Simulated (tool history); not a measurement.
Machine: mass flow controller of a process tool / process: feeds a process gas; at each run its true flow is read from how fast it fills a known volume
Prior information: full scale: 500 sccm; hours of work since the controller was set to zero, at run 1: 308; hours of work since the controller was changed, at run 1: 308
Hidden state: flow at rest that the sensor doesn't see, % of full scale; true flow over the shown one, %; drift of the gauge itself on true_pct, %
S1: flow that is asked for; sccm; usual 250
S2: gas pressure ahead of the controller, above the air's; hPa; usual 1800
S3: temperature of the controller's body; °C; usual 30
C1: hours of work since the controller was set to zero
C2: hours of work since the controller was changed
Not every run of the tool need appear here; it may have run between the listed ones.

run 1 hour=0 | S1=250 S2=1800 S3=30 | C1=308 C2=308 | true_flow_(%)=99.67
run 2 hour=92 | S1=74 S2=1800 S3=30 | C1=347 C2=347 | true_flow_(%)=98.64
run 3 hour=182 | S1=74 S2=1800 S3=30 | C1=385 C2=385 | true_flow_(%)=98.69
run 4 hour=255.2 | S1=250 S2=1800 S3=26 | C1=416 C2=416 | true_flow_(%)=99.21
run 5 hour=293.4 | S1=137 S2=1800 S3=30 | C1=432 C2=432 | true_flow_(%)=99.24
run 6 hour=359.5 | S1=137 S2=1800 S3=30 | C1=460 C2=460 | true_flow_(%)=99.19
run 7 hour=402 | S1=250 S2=1800 S3=30 | C1=478 C2=478 | true_flow_(%)=99.74
run 8 hour=467.1 | S1=250 S2=1800 S3=30 | C1=505 C2=505 | true_flow_(%)=99.73
run 9 hour=509.2 | S1=250 S2=1800 S3=30 | C1=523 C2=523 | true_flow_(%)=99.76
-- hour=515.7 controller's zero set anew
run 10 hour=574.1 | S1=74 S2=1800 S3=30 | C1=25 C2=550 | true_flow_(%)=97.97
run 11 hour=654.7 | S1=461 S2=1420 S3=24 | C1=59 C2=584 | true_flow_(%)=99.75
run 12 hour=700.1 | S1=115 S2=1760 S3=23 | C1=78 C2=604 | true_flow_(%)=97.72
-- hour=743 controller's zero set anew, once more
run 13 hour=769.1 | S1=326 S2=1600 S3=33 | C1=11 C2=633 | true_flow_(%)=100.34
run 14 hour=832.9 | S1=326 S2=1600 S3=33 | C1=38 C2=660 | true_flow_(%)=100.65
run 15 hour=901.4 | S1=492 S2=2620 S3=21 | C1=67 C2=689 | true_flow_(%)=99.86
run 16 hour=940.5 | S1=232 S2=1800 S3=22 | C1=83 C2=705 | true_flow_(%)=98.89
run 17 hour=988 | S1=334 S2=1600 S3=27 | C1=104 C2=725 | true_flow_(%)=100.01

Consider 5 possible next runs. They are alternatives, not a sequence: every one starts from the tool as it was left by run 17. What does each give?
run A hour=1032.9 | S1=96 S2=1600 S3=27 | C1=123 C2=744 | true_flow_(%)=?
run B hour=1032.9 | S1=285 S2=2460 S3=29 | C1=123 C2=744 | true_flow_(%)=?
run C hour=1032.9 | S1=113 S2=2010 S3=24 | C1=123 C2=744 | true_flow_(%)=?
run D hour=1032.9 | S1=250 S2=1800 S3=38 | C1=123 C2=744 | true_flow_(%)=?
run E hour=1032.9 | S1=83 S2=1600 S3=27 | C1=123 C2=744 | true_flow_(%)=?

run=A true_flow_(%)=98.88
run=B true_flow_(%)=100.04
run=C true_flow_(%)=98.54
run=D true_flow_(%)=100.93
run=E true_flow_(%)=98.81
Take away the tool's hidden state, keep each run's random variation, and the runs would have read:
run=A true_flow_(%)=98.79
run=B true_flow_(%)=99.78
run=C true_flow_(%)=98.41
run=D true_flow_(%)=100.68
run=E true_flow_(%)=98.76
